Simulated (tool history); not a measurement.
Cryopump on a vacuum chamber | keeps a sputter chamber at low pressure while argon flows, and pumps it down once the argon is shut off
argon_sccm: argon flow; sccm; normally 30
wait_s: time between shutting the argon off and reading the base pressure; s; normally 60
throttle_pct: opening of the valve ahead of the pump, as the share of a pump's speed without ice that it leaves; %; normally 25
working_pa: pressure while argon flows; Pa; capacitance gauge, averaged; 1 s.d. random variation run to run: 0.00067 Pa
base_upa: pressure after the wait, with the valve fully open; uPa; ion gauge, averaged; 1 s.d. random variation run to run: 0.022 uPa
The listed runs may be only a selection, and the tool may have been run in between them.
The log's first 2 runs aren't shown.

run,day,argon_sccm,wait_s,throttle_pct,working_pa,base_upa
# day 4.275: pump warmed up, emptied and cooled again
3,5.708,30,60,25,0.1420,1.30
# day 7.946: leaking fittings of the chamber tightened, without venting
4,7.946,30,60,25,0.1427,0.64
5,9.988,30,60,25,0.1427,0.67
6,13.079,30,60,54,0.0681,0.67
7,14.575,30,188,25,0.1448,0.45
8,17.454,30,188,25,0.1461,0.50
9,20.158,30,188,25,0.1459,0.50
10,22.504,30,222,25,0.1473,0.52
11,24.358,30,60,25,0.1482,0.81
12,25.812,13,60,25,0.0641,0.85
13,27.579,13,60,25,0.0656,0.84
# day 29.946: pump warmed up, emptied and cooled again
14,30.512,27,60,25,0.1274,0.74
15,32.929,30,60,25,0.1416,0.75
16,35.638,30,60,48,0.0758,0.81
17,38.842,30,60,24,0.1498,0.84

For run 18, what comes out?
18,41.575,31,35,19,?,?

Logged for run 18: working_pa 0.1962 Pa, base_upa 1.14 uPa.
Were there no unlogged condition in the tool, this run, its random variation unchanged, would have produced working_pa 0.1917 Pa, base_upa 0.84 uPa.

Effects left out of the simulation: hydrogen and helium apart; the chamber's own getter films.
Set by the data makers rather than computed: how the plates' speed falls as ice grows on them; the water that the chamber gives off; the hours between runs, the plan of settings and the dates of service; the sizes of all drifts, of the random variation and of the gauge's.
